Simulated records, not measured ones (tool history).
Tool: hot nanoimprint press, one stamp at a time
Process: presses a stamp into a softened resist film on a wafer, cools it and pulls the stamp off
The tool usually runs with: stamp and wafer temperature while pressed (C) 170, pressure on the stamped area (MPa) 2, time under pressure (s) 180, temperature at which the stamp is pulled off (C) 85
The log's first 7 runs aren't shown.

run    hour  stamp and wafer temperature while pressed (C)  pressure on the stamped area (MPa)  time under pressure (s)  temperature at which the stamp is pulled off (C)  hours of work since the thermocouple was calibrated  imprints on the stamp's release coat  hours of work since the press's seals were changed  resist left under the stamp's widest pad (angstrom)  greatest force while the stamp is pulled off (N)
  8   219.9                                            170                                1.43                      180                                                85                                                  208                                   714                                                 212                                                 1930                                               223
  9   264.3                                            170                                1.43                      180                                                91                                                  227                                   858                                                 231                                                 1949                                               197
      275.1  -- stamp cleaned and given a new release coat
 10   324.6                                            170                                   2                      180                                                85                                                  249                                   161                                                 253                                                 1707                                               215
 11   349.7                                            170                                   2                      180                                                85                                                  260                                   242                                                 264                                                 1695                                               217
 12   400.5                                            170                                   2                      180                                                85                                                  281                                   407                                                 285                                                 1708                                               220
 13   434.9                                            170                                   2                      180                                                85                                                  296                                   519                                                 300                                                 1719                                               222
 14   487.7                                            170                                   2                      180                                                85                                                  318                                   691                                                 322                                                 1715                                               227
      496.8  -- plate thermocouple calibrated
      551.5  -- stamp cleaned and given a new release coat
 15   551.5                                            170                                2.06                      180                                                85                                                   20                                     0                                                 345                                                 1761                                               217
 16   607.9                                            170                                2.06                      180                                                85                                                   44                                   183                                                 369                                                 1782                                               219
 17   662.7                                            176                                2.06                      284                                                85                                                   67                                   361                                                 392                                                  984                                               224
 18     698                                            170                                2.06                      284                                                85                                                   82                                   476                                                 407                                                 1500                                               225
 19   724.7                                            170                                1.96                      180                                                85                                                   93                                   562                                                 418                                                 1802                                               229
 20   758.7                                            179                                   2                      220                                                91                                                  108                                   673                                                 432                                                  920                                               200
 21   802.6                                            179                                   2                      128                                                91                                                  126                                   815                                                 451                                                 1181                                               200
      813.2  -- plate thermocouple calibrated, once more
      829.4  -- stamp cleaned and given a new release coat
 22   857.7                                            166                                1.72                      180                                                83                                                   16                                    92                                                 470                                                 2201                                               221
 23     901                                            179                                1.72                      180                                                85                                                   34                                   233                                                 488                                                  983                                               214
 24   952.1                                            170                                   2                      214                                                85                                                   56                                   399                                                 510                                                 1549                                               217
 25     979                                            170                                   2                      185                                                85                                                   67                                   486                                                 521                                                 1621                                               220
 26  1017.6                                            165                                 1.3                      292                                                88                                                   83                                   612                                                 537                                                 2249                                               205
 27  1052.2                                            171                                1.87                      137                                                73                                                   98                                   724                                                 552                                                 1765                                               286
     1105.1  -- stamp cleaned and given a new release coat
 28  1110.8                                            172                                1.71                      137                                                78                                                  120                                    19                                                 574                                                 1736                                               246
 29  1156.8                                            170                                1.95                      202                                                85                                                  139                                   168                                                 593                                                 1627                                               217
 30  1185.2                                            160                                1.35                      132                                                80                                                  151                                   260                                                 605                                                 3125                                               239
 31  1217.7                                            160                                1.35                      132                                                80                                                  165                                   366                                                 619                                                 3116                                               243

3 ways to go on from here, each from the tool as it stands after run 31. What would each give?
  A  1269.7                                            170                                   2                       92                                                85                                                  187                                   535                                                 641                                                    ?                                                 ?
  B  1269.7                                            170                                   2                      290                                                93                                                  187                                   535                                                 641                                                    ?                                                 ?
  C  1269.7                                            170                                3.13                      180                                                85                                                  187                                   535                                                 641                                                    ?                                                 ?

run  resist left under the stamp's widest pad (angstrom)  greatest force while the stamp is pulled off (N)
  A                                                 2130                                               223
  B                                                 1413                                               181
  C                                                 1388                                               223
Take away the tool's hidden state, keep each run's random variation, and the runs would have read:
run  resist left under the stamp's widest pad (angstrom)  greatest force while the stamp is pulled off (N)
  A                                                 2051                                               210
  B                                                 1347                                               171
  C                                                 1312                                               211

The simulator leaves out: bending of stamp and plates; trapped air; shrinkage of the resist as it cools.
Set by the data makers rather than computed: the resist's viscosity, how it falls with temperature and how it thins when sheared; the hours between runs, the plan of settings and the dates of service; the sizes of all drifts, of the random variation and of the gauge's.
